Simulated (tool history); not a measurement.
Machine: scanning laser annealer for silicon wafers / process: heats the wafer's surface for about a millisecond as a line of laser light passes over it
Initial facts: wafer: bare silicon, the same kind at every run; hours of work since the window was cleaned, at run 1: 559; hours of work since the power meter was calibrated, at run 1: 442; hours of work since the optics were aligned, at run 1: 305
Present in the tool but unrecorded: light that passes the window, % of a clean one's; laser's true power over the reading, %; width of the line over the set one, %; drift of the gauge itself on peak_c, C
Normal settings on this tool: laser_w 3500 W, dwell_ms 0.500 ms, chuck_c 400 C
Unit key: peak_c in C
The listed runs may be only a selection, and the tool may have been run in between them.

run,day,laser_w,dwell_ms,chuck_c,hours of work since the window was cleaned,hours of work since the power meter was calibrated,hours of work since the optics were aligned,peak_c
1,0.000,3500,0.500,400,559,442,305,1106
2,2.238,3500,0.570,400,590,473,336,1150
3,4.742,3500,0.570,400,624,507,370,1148
4,6.175,3500,0.570,400,644,527,390,1150
5,7.896,3808,0.500,400,667,550,414,1165
6,9.925,3500,0.589,400,695,578,442,1155
# day 12.062: window over the wafer cleaned
7,12.458,3271,0.589,400,5,612,475,1095
8,14.250,3500,0.500,400,30,636,500,1089
9,17.575,3500,0.493,400,76,682,546,1085
10,20.525,3500,0.462,400,116,723,586,1066
11,23.417,3500,0.462,400,156,762,626,1061
12,24.975,3500,0.462,400,177,784,647,1060
13,27.717,3500,0.500,400,215,821,685,1086
14,30.500,3500,0.500,400,253,860,723,1083
# day 32.008: window over the wafer cleaned, once more
15,33.617,3523,0.500,424,22,901,765,1147
16,35.896,3500,0.513,400,53,932,796,1124
17,38.729,3500,0.513,400,92,971,835,1120
18,41.250,3779,0.375,424,127,1006,870,1100
19,44.025,3779,0.406,424,165,1044,908,1122
20,45.829,3444,0.406,382,190,1069,932,1021
21,47.638,3031,0.500,366,215,1094,957,983
22,50.646,3031,0.500,366,256,1135,999,983
23,52.146,3297,0.488,436,277,1156,1019,1097
24,54.879,3297,0.488,436,314,1193,1057,1096
25,57.658,3297,0.488,436,352,1231,1095,1095

Each row is a separate what-if for the run after 25, all from the same tool condition, not one after another. Results?
A,59.592,3092,0.554,388,379,1258,1121,?
B,59.592,3415,0.576,398,379,1258,1121,?
C,59.592,3297,0.436,424,379,1258,1121,?
D,59.592,3500,0.469,386,379,1258,1121,?

run,peak_c
A,1042
B,1135
C,1049
D,1072
Take away the tool's hidden state, keep each run's random variation, and the runs would have read:
run,peak_c
A,1055
B,1150
C,1063
D,1086
